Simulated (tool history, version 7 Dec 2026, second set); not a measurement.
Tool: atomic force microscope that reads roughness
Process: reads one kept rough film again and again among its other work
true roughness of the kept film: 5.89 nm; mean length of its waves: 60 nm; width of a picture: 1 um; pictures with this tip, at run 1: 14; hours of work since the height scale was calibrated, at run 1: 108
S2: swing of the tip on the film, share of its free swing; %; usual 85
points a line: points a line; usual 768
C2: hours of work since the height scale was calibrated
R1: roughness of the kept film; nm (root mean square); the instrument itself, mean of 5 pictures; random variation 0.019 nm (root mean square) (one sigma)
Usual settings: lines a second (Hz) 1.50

Run 1, day 0.000: usual settings; pictures with this tip 14; C2 108. Result: R1 4.689 nm (root mean square).
Run 2, day 0.412: usual settings; pictures with this tip 29; C2 114. Result: R1 4.592 nm (root mean square).
Run 3, day 1.233: usual settings; pictures with this tip 58; C2 127. Result: R1 4.503 nm (root mean square).
Run 4, day 1.846: usual settings but points a line 1012; pictures with this tip 80; C2 136. Result: R1 4.356 nm (root mean square).
Run 5, day 2.629: usual settings but lines a second (Hz) 2.44; pictures with this tip 109; C2 148. Result: R1 3.855 nm (root mean square).
At day 3.012: new tip fitted.
Run 6, day 3.558: usual settings but lines a second (Hz) 2.44; pictures with this tip 19; C2 162. Result: R1 4.244 nm (root mean square).
Run 7, day 3.946: usual settings; pictures with this tip 33; C2 167. Result: R1 4.645 nm (root mean square).
Run 8, day 4.771: usual settings; pictures with this tip 63; C2 180. Result: R1 4.433 nm (root mean square).
Run 9, day 5.592: usual settings; pictures with this tip 93; C2 192. Result: R1 4.332 nm (root mean square).
At day 6.421: new tip fitted.
Run 10, day 6.462: usual settings; pictures with this tip 2; C2 205. Result: R1 4.727 nm (root mean square).
Run 11, day 6.862: usual settings; pictures with this tip 16; C2 211. Result: R1 4.663 nm (root mean square).
Run 12, day 7.321: usual settings but lines a second (Hz) 1.81, S2 66 %, points a line 414; pictures with this tip 33; C2 218. Result: R1 5.050 nm (root mean square).
Run 13, day 8.200: usual settings but lines a second (Hz) 0.54, S2 79 %, points a line 438; pictures with this tip 64; C2 232. Result: R1 5.071 nm (root mean square).
At day 8.312: height scale calibrated on a step standard.
Run 14, day 8.825: usual settings but lines a second (Hz) 2.33, S2 56 %, points a line 447; pictures with this tip 85; C2 8. Result: R1 4.903 nm (root mean square).
Run 15, day 9.642: usual settings but lines a second (Hz) 2.33, S2 56 %, points a line 447; pictures with this tip 115; C2 20. Result: R1 4.820 nm (root mean square).
At day 9.883: height scale calibrated on a step standard, once more.
At day 9.904: new tip fitted.
Run 16, day 10.429: usual settings but lines a second (Hz) 1.99, S2 78 %, points a line 394; pictures with this tip 19; C2 8. Result: R1 4.690 nm (root mean square).
Run 17, day 11.279: usual settings but lines a second (Hz) 1.99, S2 78 %, points a line 394; pictures with this tip 50; C2 21. Result: R1 4.602 nm (root mean square).
Run 18, day 11.867: usual settings but lines a second (Hz) 1.99, S2 78 %, points a line 394; pictures with this tip 71; C2 30. Result: R1 4.473 nm (root mean square).
Run 19, day 12.571: usual settings but lines a second (Hz) 1.99, S2 78 %, points a line 394; pictures with this tip 96; C2 40. Result: R1 4.320 nm (root mean square).
Run 20, day 13.079: usual settings but points a line 318; pictures with this tip 115; C2 48. Result: R1 4.216 nm (root mean square).
At day 13.362: new tip fitted.
Run 21, day 14.050: usual settings but points a line 318; pictures with this tip 25; C2 63. Result: R1 4.623 nm (root mean square).
Run 22, day 14.988: usual settings but points a line 677; pictures with this tip 59; C2 77. Result: R1 4.502 nm (root mean square).

Forecast each of these 4 alternatives for the next run:
Run A, day 15.833: usual settings but lines a second (Hz) 0.87, points a line 413; pictures with this tip 90; C2 90. Result: R1 ?.
Run B, day 15.833: usual settings but lines a second (Hz) 2.13, S2 62 %, points a line 579; pictures with this tip 90; C2 90. Result: R1 ?.
Run C, day 15.833: usual settings but S2 62 %, points a line 388; pictures with this tip 90; C2 90. Result: R1 ?.
Run D, day 15.833: usual settings but lines a second (Hz) 1.03, S2 80 %, points a line 637; pictures with this tip 90; C2 90. Result: R1 ?.

run     R1
  A  4.649
  B  4.845
  C  4.948
  D  4.733
Without the tool's hidden state the same runs would have given:
run     R1
  A  5.074
  B  5.288
  C  5.399
  D  5.166

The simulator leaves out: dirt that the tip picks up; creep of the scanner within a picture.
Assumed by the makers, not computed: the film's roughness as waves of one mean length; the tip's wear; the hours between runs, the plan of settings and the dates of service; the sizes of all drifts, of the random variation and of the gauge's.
